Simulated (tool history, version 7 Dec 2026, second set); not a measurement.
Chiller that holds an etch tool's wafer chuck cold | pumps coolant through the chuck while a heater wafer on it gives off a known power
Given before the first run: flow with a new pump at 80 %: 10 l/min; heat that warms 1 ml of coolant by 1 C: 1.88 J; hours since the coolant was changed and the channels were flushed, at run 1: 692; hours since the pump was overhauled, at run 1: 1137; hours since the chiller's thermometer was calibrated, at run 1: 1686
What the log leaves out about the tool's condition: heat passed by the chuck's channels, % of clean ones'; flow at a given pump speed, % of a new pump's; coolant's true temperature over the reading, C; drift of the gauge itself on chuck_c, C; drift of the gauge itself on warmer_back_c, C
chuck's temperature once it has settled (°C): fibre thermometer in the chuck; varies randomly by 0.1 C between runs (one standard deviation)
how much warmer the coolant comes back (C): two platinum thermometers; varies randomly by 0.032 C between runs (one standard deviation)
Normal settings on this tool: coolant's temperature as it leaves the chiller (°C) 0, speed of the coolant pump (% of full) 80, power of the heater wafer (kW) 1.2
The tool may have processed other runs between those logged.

run    hour  coolant's temperature as it leaves the chiller (°C)  speed of the coolant pump (% of full)  power of the heater wafer (kW)  hours since the coolant was changed and the channels were flushed  hours since the pump was overhauled  hours since the chiller's thermometer was calibrated  chuck's temperature once it has settled (°C)  how much warmer the coolant comes back (C)
  1       0                                                    0                                     80                             1.2                                                                692                                 1137                                                  1686                                           8.6                                        3.83
  2   216.8                                                    0                                     80                             1.2                                                                908                                 1354                                                  1903                                           8.7                                        3.82
  3   342.4                                                    0                                     80                             1.2                                                               1034                                 1479                                                  2028                                           8.6                                        3.87
  4   490.5                                                    0                                     80                             1.2                                                               1182                                 1627                                                  2176                                           8.6                                        3.84
  5   586.2                                                    1                                     80                             1.2                                                               1278                                 1723                                                  2272                                           9.7                                        3.84
  6   684.8                                                    2                                     80                             1.2                                                               1376                                 1822                                                  2371                                          10.4                                         3.8
  7   870.4                                                    2                                     80                             1.2                                                               1562                                 2007                                                  2556                                          10.6                                        3.84
  8  1084.2                                                    2                                     80                             1.2                                                               1776                                 2221                                                  2770                                          10.8                                        3.82
  9  1250.1                                                    0                                     92                             1.2                                                               1942                                 2387                                                  2936                                           7.6                                        3.23
 10  1447.9                                                    0                                     92                             1.2                                                               2139                                 2585                                                  3134                                           7.7                                         3.3
 11  1627.4                                                    0                                     92                             1.2                                                               2319                                 2764                                                  3313                                           7.5                                         3.3
 12  1737.5                                                    0                                     92                             1.2                                                               2429                                 2875                                                  3423                                           7.6                                        3.32
 13  1858.6                                                    9                                     92                             1.2                                                               2550                                 2996                                                  3544                                          16.6                                        3.33
 14    2069                                                    9                                     92                             1.2                                                               2761                                 3206                                                  3755                                          16.5                                        3.32
 15  2209.9                                                    9                                     92                             1.2                                                               2901                                 3347                                                  3896                                          16.7                                        3.32
     2245.6  -- coolant changed, channels flushed
 16  2412.5                                                    9                                     92                           1.534                                                                167                                 3544                                                  4092                                          18.5                                        4.23
 17  2601.1                                                    9                                     92                           1.534                                                                355                                 3732                                                  4281                                          18.7                                        4.19
 18  2751.8                                                    9                                     92                           1.534                                                                506                                 3883                                                  4431                                          18.6                                        4.19
 19  2868.8                                                   10                                     73                           0.642                                                                623                                 4000                                                  4548                                            15                                        2.25
 20  2965.7                                                   10                                     73                            0.83                                                                720                                 4097                                                  4645                                          16.5                                        2.98
     3156.8  -- chiller's thermometer calibrated
 21  3178.3                                                    5                                    100                            0.83                                                                932                                 4308                                                    21                                           9.7                                        2.13
 22  3324.9                                                    5                                    100                            0.83                                                               1078                                 4455                                                   168                                           9.7                                        2.05
 23  3433.2                                                    9                                     78                           0.771                                                               1187                                 4563                                                   276                                          14.5                                        2.55
 24  3525.8                                                    9                                     78                           0.771                                                               1279                                 4656                                                   369                                          14.7                                        2.55
 25  3748.6                                                    9                                     78                           0.771                                                               1502                                 4879                                                   592                                          14.7                                         2.6
 26  3867.2                                                   -1                                     80                             1.2                                                               1621                                 4997                                                   710                                           7.7                                        3.89
 27  4044.7                                                   -5                                     78                           1.459                                                               1798                                 5175                                                   888                                           5.8                                        4.76
     4261.7  -- coolant pump overhauled
 28  4261.7                                                   -5                                     97                           0.961                                                               2010                                    0                                                  1100                                           0.7                                         2.5
 29  4370.9                                                    5                                     60                           0.744                                                               2119                                  109                                                  1209                                          12.2                                        3.26
 30    4551                                                    3                                     72                           1.436                                                               2299                                  289                                                  1389                                          14.3                                        5.15
 31  4772.3                                                    8                                     72                           0.988                                                               2521                                  511                                                  1611                                            16                                        3.52

The next listed run, before its measurement:
 32  4888.6                                                    8                                     72                           0.632                                                               2637                                  627                                                  1727                                             ?                                           ?

chuck's temperature once it has settled (°C): 13
how much warmer the coolant comes back (C): 2.27
On a tool with no hidden condition, and with the same random variation, this run would have come out at chuck's temperature once it has settled (°C) 13, how much warmer the coolant comes back (C) 2.27.
